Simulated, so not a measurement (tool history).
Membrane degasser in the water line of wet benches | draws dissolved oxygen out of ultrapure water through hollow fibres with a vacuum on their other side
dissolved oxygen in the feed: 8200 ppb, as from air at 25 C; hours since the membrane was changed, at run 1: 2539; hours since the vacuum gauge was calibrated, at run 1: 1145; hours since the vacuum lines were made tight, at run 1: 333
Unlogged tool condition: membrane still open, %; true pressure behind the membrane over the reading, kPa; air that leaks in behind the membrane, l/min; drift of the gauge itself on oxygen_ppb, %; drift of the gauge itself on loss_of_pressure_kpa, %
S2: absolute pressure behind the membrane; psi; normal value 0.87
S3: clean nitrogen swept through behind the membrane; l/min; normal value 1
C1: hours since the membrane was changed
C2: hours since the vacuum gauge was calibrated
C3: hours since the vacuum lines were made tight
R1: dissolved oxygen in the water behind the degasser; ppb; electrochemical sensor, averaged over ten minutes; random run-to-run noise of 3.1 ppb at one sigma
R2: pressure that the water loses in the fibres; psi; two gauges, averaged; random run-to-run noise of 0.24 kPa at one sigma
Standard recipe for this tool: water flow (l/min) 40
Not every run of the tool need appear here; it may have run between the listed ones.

run 1 day=0 | water_flow_(l/min)=40 S2=0.87 S3=1 | C1=2539 C2=1145 C3=333 | R1=322.6 R2=8.987
run 2 day=1.621 | water_flow_(l/min)=40 S2=0.87 S3=1 | C1=2578 C2=1184 C3=371 | R1=318.7 R2=8.901
run 3 day=4.45 | water_flow_(l/min)=40 S2=0.87 S3=1 | C1=2646 C2=1252 C3=439 | R1=317.1 R2=8.952
run 4 day=7.462 | water_flow_(l/min)=40 S2=0.87 S3=1.33 | C1=2718 C2=1325 C3=512 | R1=276.7 R2=8.949
run 5 day=9.442 | water_flow_(l/min)=40 S2=0.87 S3=1.33 | C1=2765 C2=1372 C3=559 | R1=275.7 R2=8.966
run 6 day=12.204 | water_flow_(l/min)=40 S2=0.658 S3=1 | C1=2832 C2=1438 C3=625 | R1=207.2 R2=8.976
run 7 day=14.858 | water_flow_(l/min)=40 S2=0.658 S3=1 | C1=2896 C2=1502 C3=689 | R1=214 R2=8.939
run 8 day=18.371 | water_flow_(l/min)=40 S2=0.87 S3=1 | C1=2980 C2=1586 C3=773 | R1=320 R2=8.979
run 9 day=21.654 | water_flow_(l/min)=40 S2=0.87 S3=1 | C1=3059 C2=1665 C3=852 | R1=317.8 R2=8.976
run 10 day=24.104 | water_flow_(l/min)=40 S2=0.87 S3=1 | C1=3117 C2=1724 C3=911 | R1=316.5 R2=8.946
run 11 day=27.533 | water_flow_(l/min)=40 S2=0.87 S3=1 | C1=3200 C2=1806 C3=993 | R1=328.1 R2=8.997
run 12 day=30.304 | water_flow_(l/min)=40 S2=0.87 S3=1 | C1=3266 C2=1873 C3=1060 | R1=326.5 R2=8.995
run 13 day=31.904 | water_flow_(l/min)=40 S2=0.87 S3=1 | C1=3305 C2=1911 C3=1098 | R1=324.4 R2=8.952
run 14 day=35.071 | water_flow_(l/min)=40 S2=0.87 S3=1 | C1=3381 C2=1987 C3=1174 | R1=325.2 R2=8.997
run 15 day=36.871 | water_flow_(l/min)=40 S2=0.87 S3=1 | C1=3424 C2=2030 C3=1217 | R1=321.3 R2=8.959
run 16 day=40.504 | water_flow_(l/min)=40 S2=0.87 S3=1 | C1=3511 C2=2118 C3=1305 | R1=322.3 R2=8.992
run 17 day=44.175 | water_flow_(l/min)=40 S2=1.536 S3=2.39 | C1=3599 C2=2206 C3=1393 | R1=380.1 R2=8.959
run 18 day=47.312 | water_flow_(l/min)=62 S2=0.79 S3=1.2 | C1=3674 C2=2281 C3=1468 | R1=582.1 R2=13.97
-- day=47.662 vacuum gauge calibrated
run 19 day=50.975 | water_flow_(l/min)=62 S2=0.79 S3=0.97 | C1=3762 C2=80 C3=1555 | R1=610.8 R2=13.963
run 20 day=52.904 | water_flow_(l/min)=42 S2=0.682 S3=0.55 | C1=3808 C2=126 C3=1602 | R1=322.7 R2=9.474
run 21 day=56.258 | water_flow_(l/min)=30 S2=1.814 S3=1 | C1=3889 C2=206 C3=1682 | R1=595.1 R2=6.741
run 22 day=58.275 | water_flow_(l/min)=31 S2=0.976 S3=1.21 | C1=3937 C2=255 C3=1731 | R1=235.9 R2=6.985
run 23 day=60.388 | water_flow_(l/min)=40 S2=0.911 S3=1.28 | C1=3988 C2=305 C3=1781 | R1=307.1 R2=9.014
-- day=62.338 vacuum gauge calibrated, once more
run 24 day=63.138 | water_flow_(l/min)=40 S2=0.599 S3=0.71 | C1=4053 C2=19 C3=1847 | R1=199.6 R2=9.031
run 25 day=65.3 | water_flow_(l/min)=40 S2=0.599 S3=0.71 | C1=4105 C2=71 C3=1899 | R1=199.1 R2=9.097
run 26 day=67.912 | water_flow_(l/min)=54 S2=1.192 S3=2.29 | C1=4168 C2=134 C3=1961 | R1=500.9 R2=12.193
run 27 day=71.408 | water_flow_(l/min)=54 S2=1.192 S3=2.29 | C1=4252 C2=218 C3=2045 | R1=500.4 R2=12.16
run 28 day=74.262 | water_flow_(l/min)=54 S2=1.192 S3=2.29 | C1=4320 C2=286 C3=2114 | R1=497.7 R2=12.251
run 29 day=76.517 | water_flow_(l/min)=54 S2=1.192 S3=2.29 | C1=4374 C2=340 C3=2168 | R1=511.4 R2=12.27
run 30 day=80.125 | water_flow_(l/min)=54 S2=1.72 S3=0.59 | C1=4461 C2=427 C3=2255 | R1=1339.4 R2=12.25
run 31 day=83.588 | water_flow_(l/min)=48 S2=0.603 S3=0.69 | C1=4544 C2=510 C3=2338 | R1=305.8 R2=10.849
run 32 day=85.908 | water_flow_(l/min)=48 S2=1.318 S3=1.04 | C1=4600 C2=566 C3=2393 | R1=664.1 R2=10.858

What differs in the tool's unlogged condition from the final listed run ahead of each entry between runs to the first listed run following it?
After run 18, before run 19: vacuum gauge calibrated (day 47.662)
  membrane still open, %: 97.6 -> 97.5; true pressure behind the membrane over the reading, kPa: 0.13 -> 0.16; air that leaks in behind the membrane, l/min: 0.0034 -> 0.0035
  measured result minus the result with no hidden state, R1: +37 -> +42.4 ppb; R2: +0.336 -> +0.344 psi
After run 23, before run 24: vacuum gauge calibrated, once more (day 62.338)
  true pressure behind the membrane over the reading, kPa: 0.18 -> 0.01; air that leaks in behind the membrane, l/min: 0.0038 -> 0.0039
  measured result minus the result with no hidden state, R1: +21.9 -> +12.7 ppb; R2: +0.235 -> +0.239 psi

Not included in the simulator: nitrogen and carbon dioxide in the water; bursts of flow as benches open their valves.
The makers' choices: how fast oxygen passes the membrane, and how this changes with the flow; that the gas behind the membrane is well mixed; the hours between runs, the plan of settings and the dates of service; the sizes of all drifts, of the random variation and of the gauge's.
